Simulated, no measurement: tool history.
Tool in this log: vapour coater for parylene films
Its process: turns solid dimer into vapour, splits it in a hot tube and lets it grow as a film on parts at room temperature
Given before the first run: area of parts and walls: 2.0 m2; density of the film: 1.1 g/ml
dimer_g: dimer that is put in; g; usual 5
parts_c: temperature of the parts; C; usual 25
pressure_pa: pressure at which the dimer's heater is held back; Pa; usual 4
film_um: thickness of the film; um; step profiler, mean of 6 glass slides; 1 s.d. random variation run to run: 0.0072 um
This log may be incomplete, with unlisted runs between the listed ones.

run    hour  dimer_g  parts_c  pressure_pa  film_um
  1       0        5       25            4     1.73
  2    45.3        5       25            4    1.728
  3    84.5        5       25            4    1.726
  4   137.9        5       25            4    1.723
  5   192.5        5       25            4     1.72
  6   242.6        8       25            4    2.775
  7   274.8        8       25            4    2.789
  8   301.8        5       25         8.72    1.424
  9   342.8        5       25         8.72     1.44
 10   406.8        5       25         8.51    1.448
 11   454.8        5       25            4    1.737
 12   504.9        2       25            4    0.694
 13   541.1        2       25            4    0.688
 14   581.3        5       25            4     1.75
 15   613.4        5       25            4    1.742
 16   649.6        8       25            4    2.772
 17   675.9        8       25            4    2.772
 18   706.1        4       25            4    1.395
 19   738.5        3       18         4.25    1.152
 20   785.7        4       28         5.15    1.256
 21   819.5        2       22         4.27    0.717
 22     884        2       22         4.27    0.725
 23   915.9        4       18        10.64    1.239
 24   974.8        5       25        11.88     1.35
 25  1007.7        5       25        11.88    1.341
 26  1071.9        5       26            4    1.719
 27  1105.7        5       26            4    1.719
 28  1135.5        2       31         6.95     0.56
 29    1163        5       26         3.67    1.761
 30  1225.3        5       19          2.3     2.21
 31  1287.9        5       19          2.3    2.206
 32  1340.5        5       19          2.3    2.197
 33    1375        5       19          2.3    2.192
 34  1419.3        3       24          2.3     1.23
 35  1463.9        4       33         3.83    1.243
 36  1523.7        4       33         3.83    1.232

Missing from the log above: 4 entries noted between runs. For each, name the pair of listed runs it sits between and say how the tool's hidden condition differs from the listed run just before to the listed run just after:
Run 9 -> run 10: trap's valve overhauled (hour 355.1)
  vapour lost through the trap's worn valve, %: 0.1 -> 0; drift of the gauge itself on film_um, %: 0.51 -> 0.59
  measured value less the no-hidden-state value, film_um: +0.006 -> +0.008 um
Run 21 -> run 22: trap's valve overhauled (hour 883.7)
  vapour lost through the trap's worn valve, %: 0.1 -> 0; drift of the gauge itself on film_um, %: 1.2 -> 1.29
  measured value less the no-hidden-state value, film_um: +0.008 -> +0.009 um
Run 33 -> run 34: trap's valve overhauled (hour 1412.1)
  vapour lost through the trap's worn valve, %: 0.1 -> 0; drift of the gauge itself on film_um, %: 2.02 -> 2.08
  measured value less the no-hidden-state value, film_um: +0.041 -> +0.024 um
Run 34 -> run 35: gauge calibrated (hour 1461.2)
  true temperature of the parts over the reading, C: 0.01 -> 0.02; drift of the gauge itself on film_um, %: 2.08 -> 0
  measured value less the no-hidden-state value, film_um: +0.024 -> +0 um
